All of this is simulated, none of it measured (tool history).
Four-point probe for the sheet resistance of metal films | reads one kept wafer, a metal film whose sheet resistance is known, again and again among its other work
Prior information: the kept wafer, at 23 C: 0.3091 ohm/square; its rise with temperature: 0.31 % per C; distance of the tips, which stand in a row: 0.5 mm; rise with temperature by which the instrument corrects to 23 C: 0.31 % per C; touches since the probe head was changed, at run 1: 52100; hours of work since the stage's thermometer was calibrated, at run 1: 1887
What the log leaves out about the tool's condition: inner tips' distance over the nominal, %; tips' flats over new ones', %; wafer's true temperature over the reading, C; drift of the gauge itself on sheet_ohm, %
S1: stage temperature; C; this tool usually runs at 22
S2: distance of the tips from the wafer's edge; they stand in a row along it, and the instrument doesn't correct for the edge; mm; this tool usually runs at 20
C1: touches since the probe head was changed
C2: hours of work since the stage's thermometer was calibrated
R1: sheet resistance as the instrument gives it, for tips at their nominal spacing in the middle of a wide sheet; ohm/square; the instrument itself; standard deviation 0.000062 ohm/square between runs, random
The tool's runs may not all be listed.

run,hour,S1,S2,C1,C2,R1
1,0,22,20,52100,1887,0.309267
2,87,22,20,54487,1951,0.309108
# hour 106.4: stage's thermometer calibrated
3,179.8,22,20,57017,54,0.309261
4,271.4,22,20,59529,122,0.309134
5,310.2,28,20,60594,151,0.30937
6,396.6,28,20,62963,215,0.30929
7,490.5,22,20,65539,285,0.309316
8,578.8,22,20,67961,350,0.309246
9,655.6,22,20,70066,407,0.309298
10,715.6,22,20,71713,451,0.3092
11,800.4,22,20,74037,514,0.309198
12,846.8,22,20,75311,549,0.309196
13,910.5,22,20,77058,596,0.309223
14,970.3,22,20,78698,640,0.309229
15,1020.5,26,6,80075,677,0.31035
16,1095.3,27,4,82125,733,0.311817
17,1140.3,27,4,83360,766,0.311669
18,1199.9,27,4,84996,810,0.311761
19,1278.4,20,6,87147,868,0.310179
20,1355.1,33,61,89250,925,0.309114
# hour 1425.6: new probe head fitted
21,1428,22,20,66,978,0.309251
22,1500.6,20,20,2057,1032,0.309178
23,1547.8,22,6,3353,1067,0.310227
24,1615,22,6,5196,1117,0.310258
25,1688.8,22,6,7219,1172,0.310254

Each row is a separate what-if for the run after 25, all from the same tool condition, not one after another. Results?
A,1746.2,27,20,8793,1214,?
B,1746.2,20,24,8793,1214,?
C,1746.2,18,25,8793,1214,?
D,1746.2,27,17,8793,1214,?
E,1746.2,29,4,8793,1214,?

run,R1
A,0.309414
B,0.309089
C,0.309108
D,0.309322
E,0.31183
What these runs would have given with no unlogged condition in the tool:
run,R1
A,0.309398
B,0.309072
C,0.309092
D,0.309306
E,0.311814

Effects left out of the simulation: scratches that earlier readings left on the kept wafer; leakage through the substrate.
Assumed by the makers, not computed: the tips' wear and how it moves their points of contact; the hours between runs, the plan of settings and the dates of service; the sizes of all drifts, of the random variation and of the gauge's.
